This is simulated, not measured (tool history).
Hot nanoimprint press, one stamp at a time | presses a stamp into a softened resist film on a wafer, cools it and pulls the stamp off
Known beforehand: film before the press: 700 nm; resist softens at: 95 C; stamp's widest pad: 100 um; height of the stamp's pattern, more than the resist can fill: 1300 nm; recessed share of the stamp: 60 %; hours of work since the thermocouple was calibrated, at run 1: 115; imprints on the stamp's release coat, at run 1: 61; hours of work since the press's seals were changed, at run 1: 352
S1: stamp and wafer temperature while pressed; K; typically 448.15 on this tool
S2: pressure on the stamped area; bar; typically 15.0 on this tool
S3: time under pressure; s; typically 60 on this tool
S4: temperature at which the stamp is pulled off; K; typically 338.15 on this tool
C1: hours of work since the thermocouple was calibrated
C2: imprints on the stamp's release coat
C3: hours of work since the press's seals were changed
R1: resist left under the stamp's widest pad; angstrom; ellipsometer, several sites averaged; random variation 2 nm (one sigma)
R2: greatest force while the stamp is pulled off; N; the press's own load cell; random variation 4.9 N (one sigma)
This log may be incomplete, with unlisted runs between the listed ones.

run,hour,S1,S2,S3,S4,C1,C2,C3,R1,R2
1,0.0,448.15,15.0,60,338.15,115,61,352,3955,236
2,34.1,448.15,15.0,60,338.15,142,195,379,3933,236
3,58.6,448.15,15.0,60,338.15,162,292,398,3929,238
4,84.8,448.15,15.0,60,338.15,182,396,419,3877,237
5,99.9,448.15,15.0,60,338.15,194,455,431,3920,243
6,132.7,448.15,15.0,60,338.15,220,585,457,3905,242
7,150.4,448.15,15.0,60,338.15,234,654,471,3940,247
# hour 179.8: stamp cleaned and given a new release coat
8,181.0,448.15,15.0,60,338.15,254,5,490,3918,245
9,206.4,448.15,22.9,60,338.15,274,105,511,3267,252
10,231.9,448.15,15.0,60,338.15,294,206,531,3955,238
11,261.4,448.15,20.9,60,338.15,318,322,554,3419,247
12,284.3,448.15,20.9,60,338.15,336,412,572,3431,239
13,305.4,448.15,20.9,60,338.15,353,496,589,3399,246
14,331.7,448.15,15.0,41,338.15,373,599,610,4365,236
15,357.4,448.15,15.0,41,338.15,394,701,630,4360,244
# hour 368.7: plate thermocouple calibrated
# hour 377.6: stamp cleaned and given a new release coat
16,390.6,448.15,20.3,60,338.15,13,51,649,3459,246
17,413.8,448.15,20.3,60,338.15,31,143,668,3480,239
18,446.0,448.15,20.3,60,338.15,57,270,693,3466,237
19,470.2,448.15,20.3,60,338.15,76,366,713,3467,241
20,487.7,437.15,11.9,60,325.15,90,434,726,5586,285
21,510.7,452.15,15.0,60,338.15,108,525,745,3472,241
22,533.3,452.15,14.2,37,338.15,126,615,763,4160,250
23,553.3,440.15,11.8,117,328.15,142,693,778,4484,278
# hour 572.4: stamp cleaned and given a new release coat
24,577.4,444.15,16.7,31,338.15,156,20,793,5094,235
25,597.7,444.15,16.7,31,338.15,172,100,809,5084,241
26,626.4,452.15,15.0,93,338.15,195,213,832,2929,238
27,656.8,452.15,15.0,46,338.15,219,333,856,3798,242
28,681.0,452.15,15.0,46,338.15,238,429,875,3815,237
29,705.0,448.15,19.2,62,344.15,257,524,894,3496,233

Below are 5 alternative next runs, each starting from the tool's condition after run 29. Predict each:
A,722.3,436.15,15.0,40,332.15,271,592,908,?,?
B,722.3,436.15,15.0,60,338.15,271,592,908,?,?
C,722.3,448.15,15.0,33,325.15,271,592,908,?,?
D,722.3,448.15,15.0,72,337.15,271,592,908,?,?
E,722.3,449.15,19.2,62,335.15,271,592,908,?,?

run,R1,R2
A,5864,254
B,5470,247
C,4677,272
D,3688,250
E,3372,248
The same runs, with their run-to-run variation unchanged, on a tool lacking any hidden condition would have given:
run,R1,R2
A,5867,252
B,5473,245
C,4680,270
D,3691,248
E,3374,246
